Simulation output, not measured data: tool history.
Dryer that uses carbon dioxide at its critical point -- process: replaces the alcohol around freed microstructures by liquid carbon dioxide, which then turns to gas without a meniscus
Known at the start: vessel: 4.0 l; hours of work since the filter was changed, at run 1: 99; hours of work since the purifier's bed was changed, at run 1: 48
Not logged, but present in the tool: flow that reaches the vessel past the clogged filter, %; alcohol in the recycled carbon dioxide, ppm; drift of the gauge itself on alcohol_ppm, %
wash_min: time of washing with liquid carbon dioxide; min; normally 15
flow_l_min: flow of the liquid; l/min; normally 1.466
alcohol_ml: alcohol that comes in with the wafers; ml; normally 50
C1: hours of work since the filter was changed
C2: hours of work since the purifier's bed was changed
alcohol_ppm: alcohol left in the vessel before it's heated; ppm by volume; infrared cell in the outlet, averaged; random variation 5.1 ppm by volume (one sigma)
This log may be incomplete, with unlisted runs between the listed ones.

{"run": 1, "day": 0.0, "wash_min": 15, "flow_l_min": 1.466, "alcohol_ml": 50, "C1": 99, "C2": 48, "alcohol_ppm": 100}
{"run": 2, "day": 0.3, "wash_min": 15, "flow_l_min": 1.466, "alcohol_ml": 50, "C1": 104, "C2": 54, "alcohol_ppm": 95}
{"run": 3, "day": 0.654, "wash_min": 15, "flow_l_min": 2.35, "alcohol_ml": 50, "C1": 111, "C2": 61, "alcohol_ppm": 6}
{"run": 4, "day": 0.85, "wash_min": 15, "flow_l_min": 2.35, "alcohol_ml": 50, "C1": 115, "C2": 65, "alcohol_ppm": 15}
{"run": 5, "day": 1.192, "wash_min": 15, "flow_l_min": 1.466, "alcohol_ml": 50, "C1": 121, "C2": 71, "alcohol_ppm": 103}
{"run": 6, "day": 1.354, "wash_min": 15, "flow_l_min": 1.466, "alcohol_ml": 50, "C1": 125, "C2": 74, "alcohol_ppm": 105}
{"run": 7, "day": 1.692, "wash_min": 15, "flow_l_min": 1.17, "alcohol_ml": 50, "C1": 131, "C2": 81, "alcohol_ppm": 238}
{"run": 8, "day": 2.008, "wash_min": 15, "flow_l_min": 1.17, "alcohol_ml": 50, "C1": 137, "C2": 87, "alcohol_ppm": 253}
{"run": 9, "day": 2.317, "wash_min": 15, "flow_l_min": 1.17, "alcohol_ml": 50, "C1": 143, "C2": 93, "alcohol_ppm": 255}
{"run": 10, "day": 2.562, "wash_min": 15, "flow_l_min": 1.466, "alcohol_ml": 50, "C1": 148, "C2": 97, "alcohol_ppm": 104}
{"run": 11, "day": 2.742, "wash_min": 15, "flow_l_min": 1.466, "alcohol_ml": 42, "C1": 151, "C2": 101, "alcohol_ppm": 85}
{"run": 12, "day": 2.988, "wash_min": 15, "flow_l_min": 1.466, "alcohol_ml": 42, "C1": 156, "C2": 105, "alcohol_ppm": 106}
{"run": 13, "day": 3.279, "wash_min": 15, "flow_l_min": 1.466, "alcohol_ml": 42, "C1": 161, "C2": 111, "alcohol_ppm": 102}
{"run": 14, "day": 3.475, "wash_min": 22, "flow_l_min": 1.466, "alcohol_ml": 50, "C1": 165, "C2": 115, "alcohol_ppm": 15}
{"run": 15, "day": 3.704, "wash_min": 22, "flow_l_min": 1.466, "alcohol_ml": 50, "C1": 169, "C2": 119, "alcohol_ppm": 23}
{"run": 16, "day": 3.988, "wash_min": 22, "flow_l_min": 1.466, "alcohol_ml": 50, "C1": 175, "C2": 124, "alcohol_ppm": 17}
{"run": 17, "day": 4.146, "wash_min": 22, "flow_l_min": 1.466, "alcohol_ml": 50, "C1": 178, "C2": 128, "alcohol_ppm": 19}
{"run": 18, "day": 4.454, "wash_min": 15, "flow_l_min": 1.466, "alcohol_ml": 34, "C1": 184, "C2": 133, "alcohol_ppm": 85}
{"run": 19, "day": 4.833, "wash_min": 15, "flow_l_min": 1.466, "alcohol_ml": 34, "C1": 191, "C2": 141, "alcohol_ppm": 90}
{"run": 20, "day": 5.204, "wash_min": 15, "flow_l_min": 1.466, "alcohol_ml": 50, "C1": 198, "C2": 148, "alcohol_ppm": 119}
{"run": 21, "day": 5.562, "wash_min": 15, "flow_l_min": 1.466, "alcohol_ml": 50, "C1": 205, "C2": 155, "alcohol_ppm": 119}
{"run": 22, "day": 5.746, "wash_min": 15, "flow_l_min": 1.466, "alcohol_ml": 50, "C1": 208, "C2": 158, "alcohol_ppm": 123}
{"run": 23, "day": 6.125, "wash_min": 15, "flow_l_min": 2.34, "alcohol_ml": 50, "C1": 216, "C2": 165, "alcohol_ppm": 21}
{"run": 24, "day": 6.421, "wash_min": 15, "flow_l_min": 2.34, "alcohol_ml": 50, "C1": 221, "C2": 171, "alcohol_ppm": 21}
{"run": 25, "day": 6.767, "wash_min": 18, "flow_l_min": 1.466, "alcohol_ml": 31, "C1": 228, "C2": 178, "alcohol_ppm": 36}
{"run": 26, "day": 6.983, "wash_min": 17, "flow_l_min": 1.04, "alcohol_ml": 32, "C1": 232, "C2": 182, "alcohol_ppm": 189}
{"run": 27, "day": 7.142, "wash_min": 17, "flow_l_min": 1.04, "alcohol_ml": 32, "C1": 235, "C2": 185, "alcohol_ppm": 182}
{"run": 28, "day": 7.479, "wash_min": 12, "flow_l_min": 1.59, "alcohol_ml": 26, "C1": 241, "C2": 191, "alcohol_ppm": 121}
{"run": 29, "day": 7.667, "wash_min": 15, "flow_l_min": 1.466, "alcohol_ml": 27, "C1": 245, "C2": 195, "alcohol_ppm": 78}
{"run": 30, "day": 7.933, "wash_min": 15, "flow_l_min": 1.466, "alcohol_ml": 27, "C1": 250, "C2": 200, "alcohol_ppm": 84}
{"run": 31, "day": 8.292, "wash_min": 10, "flow_l_min": 1.67, "alcohol_ml": 37, "C1": 257, "C2": 207, "alcohol_ppm": 282}
{"run": 32, "day": 8.479, "wash_min": 10, "flow_l_min": 1.67, "alcohol_ml": 37, "C1": 260, "C2": 210, "alcohol_ppm": 281}
{"run": 33, "day": 8.633, "wash_min": 10, "flow_l_min": 2.3, "alcohol_ml": 40, "C1": 263, "C2": 213, "alcohol_ppm": 101}
{"run": 34, "day": 8.862, "wash_min": 10, "flow_l_min": 2.3, "alcohol_ml": 40, "C1": 268, "C2": 217, "alcohol_ppm": 111}
{"run": 35, "day": 9.196, "wash_min": 13, "flow_l_min": 1.466, "alcohol_ml": 75, "C1": 274, "C2": 224, "alcohol_ppm": 349}
{"run": 36, "day": 9.383, "wash_min": 15, "flow_l_min": 1.1, "alcohol_ml": 62, "C1": 278, "C2": 227, "alcohol_ppm": 469}
{"run": 37, "day": 9.583, "wash_min": 15, "flow_l_min": 1.1, "alcohol_ml": 62, "C1": 281, "C2": 231, "alcohol_ppm": 471}
{"run": 38, "day": 9.812, "wash_min": 15, "flow_l_min": 1.1, "alcohol_ml": 62, "C1": 286, "C2": 236, "alcohol_ppm": 469}
{"run": 39, "day": 10.104, "wash_min": 10, "flow_l_min": 2.26, "alcohol_ml": 59, "C1": 291, "C2": 241, "alcohol_ppm": 156}
{"run": 40, "day": 10.325, "wash_min": 24, "flow_l_min": 1.466, "alcohol_ml": 50, "C1": 296, "C2": 245, "alcohol_ppm": 37}
{"run": 41, "day": 10.654, "wash_min": 24, "flow_l_min": 1.466, "alcohol_ml": 50, "C1": 302, "C2": 252, "alcohol_ppm": 34}
{"run": 42, "day": 10.962, "wash_min": 13, "flow_l_min": 1.17, "alcohol_ml": 103, "C1": 308, "C2": 257, "alcohol_ppm": 1044}
{"run": 43, "day": 11.338, "wash_min": 13, "flow_l_min": 1.17, "alcohol_ml": 103, "C1": 315, "C2": 265, "alcohol_ppm": 1049}
{"run": 44, "day": 11.575, "wash_min": 13, "flow_l_min": 1.17, "alcohol_ml": 103, "C1": 319, "C2": 269, "alcohol_ppm": 1075}
{"run": 45, "day": 11.858, "wash_min": 10, "flow_l_min": 1.65, "alcohol_ml": 26, "C1": 325, "C2": 275, "alcohol_ppm": 233}
{"run": 46, "day": 12.058, "wash_min": 10, "flow_l_min": 1.65, "alcohol_ml": 26, "C1": 329, "C2": 278, "alcohol_ppm": 241}
{"run": 47, "day": 12.296, "wash_min": 10, "flow_l_min": 1.65, "alcohol_ml": 84, "C1": 333, "C2": 283, "alcohol_ppm": 696}

How would selected steps in alcohol_ppm from run to run divide? Give the signed amount a tool lacking its hidden state would still show from settings, what came in and random variation, and the signed amount left for the hidden state, including any gauge scatter that is not in both of the compared results.
Run 41 -> 42: wash_min 24 -> 13, flow_l_min 1.466 -> 1.17, alcohol_ml 50 -> 103. alcohol_ppm +1010 ppm by volume: hidden state +283, all else +727.
Run 44 -> 45: wash_min 13 -> 10, flow_l_min 1.17 -> 1.65, alcohol_ml 103 -> 26. alcohol_ppm -842 ppm by volume: hidden state -238, all else -604.
Run 46 -> 47: alcohol_ml 26 -> 84. alcohol_ppm +455 ppm by volume: hidden state +149, all else +306.

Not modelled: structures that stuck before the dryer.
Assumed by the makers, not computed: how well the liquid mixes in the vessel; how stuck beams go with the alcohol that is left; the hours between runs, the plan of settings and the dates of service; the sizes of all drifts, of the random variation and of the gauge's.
